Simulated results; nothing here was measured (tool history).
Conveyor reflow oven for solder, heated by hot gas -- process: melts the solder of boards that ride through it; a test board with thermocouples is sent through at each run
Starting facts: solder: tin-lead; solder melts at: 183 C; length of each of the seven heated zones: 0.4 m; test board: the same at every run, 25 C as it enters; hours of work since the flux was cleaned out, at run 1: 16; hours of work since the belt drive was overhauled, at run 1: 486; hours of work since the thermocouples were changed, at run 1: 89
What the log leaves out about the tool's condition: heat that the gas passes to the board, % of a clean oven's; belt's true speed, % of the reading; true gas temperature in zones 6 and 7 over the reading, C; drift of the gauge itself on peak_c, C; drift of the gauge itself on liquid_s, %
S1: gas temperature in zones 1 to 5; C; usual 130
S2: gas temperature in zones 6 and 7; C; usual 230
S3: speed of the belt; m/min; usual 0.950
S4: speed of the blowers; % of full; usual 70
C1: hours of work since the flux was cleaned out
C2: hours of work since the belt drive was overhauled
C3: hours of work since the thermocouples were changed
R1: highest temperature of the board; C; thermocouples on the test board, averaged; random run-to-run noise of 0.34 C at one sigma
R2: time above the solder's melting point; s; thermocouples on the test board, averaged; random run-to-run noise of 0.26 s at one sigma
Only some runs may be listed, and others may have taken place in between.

{"run": 1, "hour": 0.0, "S1": 130, "S2": 230, "S3": 0.95, "S4": 70, "C1": 16, "C2": 486, "C3": 89, "R1": 211.7, "R2": 33.2}
{"run": 2, "hour": 7.9, "S1": 130, "S2": 230, "S3": 0.95, "S4": 70, "C1": 21, "C2": 491, "C3": 94, "R1": 211.2, "R2": 33.2}
{"run": 3, "hour": 21.9, "S1": 137, "S2": 230, "S3": 0.95, "S4": 70, "C1": 30, "C2": 500, "C3": 104, "R1": 212.2, "R2": 35.5}
{"run": 4, "hour": 40.4, "S1": 130, "S2": 230, "S3": 0.95, "S4": 70, "C1": 42, "C2": 512, "C3": 116, "R1": 211.6, "R2": 32.8}
{"run": 5, "hour": 50.4, "S1": 130, "S2": 230, "S3": 0.95, "S4": 70, "C1": 49, "C2": 519, "C3": 122, "R1": 211.6, "R2": 32.7}
{"run": 6, "hour": 63.2, "S1": 130, "S2": 230, "S3": 0.95, "S4": 70, "C1": 57, "C2": 527, "C3": 130, "R1": 211.0, "R2": 32.3}
{"run": 7, "hour": 76.2, "S1": 130, "S2": 230, "S3": 0.95, "S4": 70, "C1": 66, "C2": 536, "C3": 139, "R1": 210.7, "R2": 33.4}
{"run": 8, "hour": 93.9, "S1": 130, "S2": 230, "S3": 0.95, "S4": 70, "C1": 77, "C2": 547, "C3": 150, "R1": 211.2, "R2": 32.2}
{"run": 9, "hour": 109.7, "S1": 130, "S2": 230, "S3": 0.95, "S4": 70, "C1": 87, "C2": 557, "C3": 160, "R1": 211.5, "R2": 32.9}
{"run": 10, "hour": 119.9, "S1": 129, "S2": 230, "S3": 0.979, "S4": 71, "C1": 94, "C2": 564, "C3": 167, "R1": 209.6, "R2": 30.6}
{"hour": 126.5, "done": "flux residue cleaned out of gas plates and filters"}
{"run": 11, "hour": 140.8, "S1": 129, "S2": 230, "S3": 0.979, "S4": 71, "C1": 9, "C2": 574, "C3": 177, "R1": 208.8, "R2": 29.8}
{"run": 12, "hour": 156.5, "S1": 145, "S2": 230, "S3": 0.979, "S4": 71, "C1": 19, "C2": 584, "C3": 188, "R1": 212.1, "R2": 35.7}
{"run": 13, "hour": 166.9, "S1": 145, "S2": 230, "S3": 0.979, "S4": 71, "C1": 26, "C2": 591, "C3": 194, "R1": 213.0, "R2": 36.0}
{"hour": 186.5, "done": "flux residue cleaned out of gas plates and filters, once more"}
{"run": 14, "hour": 189.2, "S1": 145, "S2": 230, "S3": 0.979, "S4": 71, "C1": 2, "C2": 602, "C3": 206, "R1": 214.3, "R2": 37.0}
{"run": 15, "hour": 201.7, "S1": 145, "S2": 230, "S3": 0.979, "S4": 71, "C1": 10, "C2": 611, "C3": 214, "R1": 214.3, "R2": 36.9}

3 options for the next run, each taken on its own from the tool as it stands now. Forecast them:
{"run": "A", "hour": 218.8, "S1": 145, "S2": 244, "S3": 0.979, "S4": 71, "C1": 21, "C2": 622, "C3": 225, "R1": "?", "R2": "?"}
{"run": "B", "hour": 218.8, "S1": 130, "S2": 230, "S3": 0.95, "S4": 66, "C1": 21, "C2": 622, "C3": 225, "R1": "?", "R2": "?"}
{"run": "C", "hour": 218.8, "S1": 118, "S2": 230, "S3": 1.033, "S4": 62, "C1": 21, "C2": 622, "C3": 225, "R1": "?", "R2": "?"}

run=A R1=226.8 R2=42.8
run=B R1=211.5 R2=32.7
run=C R1=204.4 R2=23.1
Stripped of hidden state, with their random variation kept, the same runs would have yielded:
run=A R1=226.1 R2=42.1
run=B R1=210.8 R2=31.9
run=C R1=203.7 R2=22.4
